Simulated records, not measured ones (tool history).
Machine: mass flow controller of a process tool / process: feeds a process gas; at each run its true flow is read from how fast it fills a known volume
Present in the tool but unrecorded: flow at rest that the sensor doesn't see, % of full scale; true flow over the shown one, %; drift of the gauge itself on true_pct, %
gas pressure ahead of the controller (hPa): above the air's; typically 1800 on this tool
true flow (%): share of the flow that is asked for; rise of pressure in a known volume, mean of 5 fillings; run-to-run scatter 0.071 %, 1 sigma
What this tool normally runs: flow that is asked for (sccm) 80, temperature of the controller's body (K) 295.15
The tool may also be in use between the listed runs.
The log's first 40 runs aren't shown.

run,hour,flow that is asked for (sccm),gas pressure ahead of the controller (hPa),temperature of the controller's body (K),hours of work since the controller was set to zero,hours of work since the controller was changed,true flow (%)
41,11269.3,21,2320,296.15,2311,3294,103.65
42,11488.8,21,2320,296.15,2403,3386,103.86
43,11846.8,21,2320,296.15,2554,3537,104.14
44,12020.0,21,2320,296.15,2627,3610,104.15
45,12343.5,121,1480,295.15,2763,3746,101.68
46,12613.4,121,1480,295.15,2877,3860,101.67
47,12807.5,121,1480,295.15,2959,3942,101.75
48,13208.1,24,1920,296.15,3127,4111,104.30

4 ways to go on from here, each from the tool as it stands after run 48. What would each give?
A,13385.9,80,1450,295.15,3202,4185,?
B,13385.9,153,1540,311.15,3202,4185,?
C,13385.9,176,1920,297.15,3202,4185,?
D,13385.9,31,1800,309.15,3202,4185,?

run,true flow (%)
A,101.97
B,102.31
C,102.00
D,104.16
With no hidden state in the tool, these same runs would have given:
run,true flow (%)
A,99.30
B,100.13
C,99.90
D,99.85

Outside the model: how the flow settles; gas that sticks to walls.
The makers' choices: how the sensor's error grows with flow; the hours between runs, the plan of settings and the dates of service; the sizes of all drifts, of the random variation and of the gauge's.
